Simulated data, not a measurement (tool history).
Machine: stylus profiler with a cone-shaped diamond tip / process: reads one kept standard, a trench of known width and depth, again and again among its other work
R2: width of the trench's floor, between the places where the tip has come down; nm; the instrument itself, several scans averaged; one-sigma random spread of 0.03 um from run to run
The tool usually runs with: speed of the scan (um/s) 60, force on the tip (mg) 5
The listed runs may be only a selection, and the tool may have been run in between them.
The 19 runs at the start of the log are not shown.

run 20 hour=373.6 | speed_of_the_scan_(um/s)=60 force_on_the_tip_(mg)=5.57 | depth_of_the_trench_(Å)=1024.1 R2=18340
run 21 hour=401.1 | speed_of_the_scan_(um/s)=97 force_on_the_tip_(mg)=2.52 | depth_of_the_trench_(Å)=1013.1 R2=18270
run 22 hour=429.6 | speed_of_the_scan_(um/s)=75 force_on_the_tip_(mg)=7.46 | depth_of_the_trench_(Å)=1028.3 R2=18440
run 23 hour=456.4 | speed_of_the_scan_(um/s)=48 force_on_the_tip_(mg)=5 | depth_of_the_trench_(Å)=1021.4 R2=18450
run 24 hour=485.7 | speed_of_the_scan_(um/s)=48 force_on_the_tip_(mg)=5 | depth_of_the_trench_(Å)=1020.3 R2=18450
run 25 hour=498.3 | speed_of_the_scan_(um/s)=175 force_on_the_tip_(mg)=2.01 | depth_of_the_trench_(Å)=1011.5 R2=17860
run 26 hour=528.5 | speed_of_the_scan_(um/s)=175 force_on_the_tip_(mg)=2.01 | depth_of_the_trench_(Å)=1011.6 R2=17940
run 27 hour=557.4 | speed_of_the_scan_(um/s)=149 force_on_the_tip_(mg)=1.73 | depth_of_the_trench_(Å)=1010.8 R2=17990
run 28 hour=578.4 | speed_of_the_scan_(um/s)=22 force_on_the_tip_(mg)=2.84 | depth_of_the_trench_(Å)=1013.8 R2=18560
run 29 hour=607.9 | speed_of_the_scan_(um/s)=122 force_on_the_tip_(mg)=10.41 | depth_of_the_trench_(Å)=1035.6 R2=18370
run 30 hour=626.4 | speed_of_the_scan_(um/s)=97 force_on_the_tip_(mg)=1.93 | depth_of_the_trench_(Å)=1013 R2=18210
run 31 hour=642.2 | speed_of_the_scan_(um/s)=60 force_on_the_tip_(mg)=3.41 | depth_of_the_trench_(Å)=1017 R2=18400
run 32 hour=666.3 | speed_of_the_scan_(um/s)=60 force_on_the_tip_(mg)=10.45 | depth_of_the_trench_(Å)=1034.4 R2=18520
run 33 hour=689.8 | speed_of_the_scan_(um/s)=53 force_on_the_tip_(mg)=5.35 | depth_of_the_trench_(Å)=1023.2 R2=18480
run 34 hour=702.5 | speed_of_the_scan_(um/s)=53 force_on_the_tip_(mg)=5.35 | depth_of_the_trench_(Å)=1023.1 R2=18480
run 35 hour=731.3 | speed_of_the_scan_(um/s)=107 force_on_the_tip_(mg)=5.56 | depth_of_the_trench_(Å)=1024.2 R2=18300
run 36 hour=748.9 | speed_of_the_scan_(um/s)=166 force_on_the_tip_(mg)=5.63 | depth_of_the_trench_(Å)=1024.3 R2=18160

What if the next run were any one of these 4? Each begins from the tool's condition after run 36:
run A hour=778.2 | speed_of_the_scan_(um/s)=18 force_on_the_tip_(mg)=4.06 | depth_of_the_trench_(Å)=? R2=?
run B hour=778.2 | speed_of_the_scan_(um/s)=82 force_on_the_tip_(mg)=13.38 | depth_of_the_trench_(Å)=? R2=?
run C hour=778.2 | speed_of_the_scan_(um/s)=16 force_on_the_tip_(mg)=1.96 | depth_of_the_trench_(Å)=? R2=?
run D hour=778.2 | speed_of_the_scan_(um/s)=19 force_on_the_tip_(mg)=5.63 | depth_of_the_trench_(Å)=? R2=?

run=A depth_of_the_trench_(Å)=1019.9 R2=18500
run=B depth_of_the_trench_(Å)=1041.7 R2=18420
run=C depth_of_the_trench_(Å)=1012.4 R2=18550
run=D depth_of_the_trench_(Å)=1023.3 R2=18520
What these runs would have given with no unlogged condition in the tool:
run=A depth_of_the_trench_(Å)=1019.9 R2=18510
run=B depth_of_the_trench_(Å)=1041.6 R2=18430
run=C depth_of_the_trench_(Å)=1012.4 R2=18560
run=D depth_of_the_trench_(Å)=1023.3 R2=18530
